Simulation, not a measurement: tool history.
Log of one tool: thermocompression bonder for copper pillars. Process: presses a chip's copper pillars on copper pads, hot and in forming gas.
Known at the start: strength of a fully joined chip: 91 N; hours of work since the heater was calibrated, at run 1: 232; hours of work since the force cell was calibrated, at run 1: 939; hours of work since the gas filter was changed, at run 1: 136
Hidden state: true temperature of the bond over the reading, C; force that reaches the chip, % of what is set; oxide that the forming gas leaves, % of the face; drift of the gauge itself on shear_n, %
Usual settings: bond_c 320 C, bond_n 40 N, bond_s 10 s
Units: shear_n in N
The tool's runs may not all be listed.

| run | hour | bond_c | bond_n | bond_s | hours of work since the heater was calibrated | hours of work since the force cell was calibrated | hours of work since the gas filter was changed | shear_n |
|---|---|---|---|---|---|---|---|---|
| 1 | 0.0 | 320 | 40 | 10 | 232 | 939 | 136 | 63.1 |
| 2 | 60.0 | 320 | 40 | 10 | 262 | 969 | 166 | 63.3 |
| 3 | 86.5 | 320 | 40 | 10 | 276 | 983 | 179 | 63.4 |
| 4 | 137.4 | 320 | 36 | 10 | 301 | 1008 | 205 | 59.4 |
| 5 | 169.9 | 320 | 36 | 10 | 318 | 1025 | 221 | 59.5 |
| 6 | 206.0 | 320 | 36 | 10 | 336 | 1043 | 239 | 59.6 |
|  | 210.4 | force cell calibrated |
| 7 | 272.1 | 320 | 40 | 10 | 368 | 31 | 272 | 61.8 |
| 8 | 334.6 | 320 | 52 | 22 | 400 | 62 | 303 | 78.8 |
| 9 | 378.7 | 320 | 34 | 10 | 422 | 85 | 325 | 56.9 |
|  | 393.3 | forming gas filter changed |
| 10 | 435.8 | 330 | 25 | 22 | 450 | 113 | 21 | 67.1 |
| 11 | 464.7 | 330 | 25 | 22 | 465 | 128 | 36 | 66.6 |
|  | 489.3 | force cell calibrated, once more |
| 12 | 508.1 | 328 | 40 | 10 | 486 | 9 | 57 | 69.7 |
| 13 | 568.8 | 303 | 51 | 16 | 516 | 40 | 87 | 72.0 |
| 14 | 624.4 | 306 | 26 | 11 | 544 | 68 | 115 | 46.2 |

Hidden state at the last listed run before each entry between runs and at the first one after, where it differs:
Between runs 6 and 7: force cell calibrated (hour 210.4)
  true temperature of the bond over the reading, C: 4.6 -> 4.9; force that reaches the chip, % of what is set: 95.6 -> 93.5; oxide that the forming gas leaves, % of the face: 3.61 -> 4.08
  measured less the result without the state, shear_n: -1.0 -> -1.8 N
Between runs 9 and 10: forming gas filter changed (hour 393.3)
  true temperature of the bond over the reading, C: 5.4 -> 5.7; force that reaches the chip, % of what is set: 93.4 -> 93.3; oxide that the forming gas leaves, % of the face: 4.82 -> 1.07
  measured less the result without the state, shear_n: -1.8 -> +0.3 N
Between runs 11 and 12: force cell calibrated, once more (hour 489.3)
  true temperature of the bond over the reading, C: 5.9 -> 6.1; force that reaches the chip, % of what is set: 93.3 -> 99.2; oxide that the forming gas leaves, % of the face: 1.26 -> 1.56
  measured less the result without the state, shear_n: +0.2 -> +2.0 N
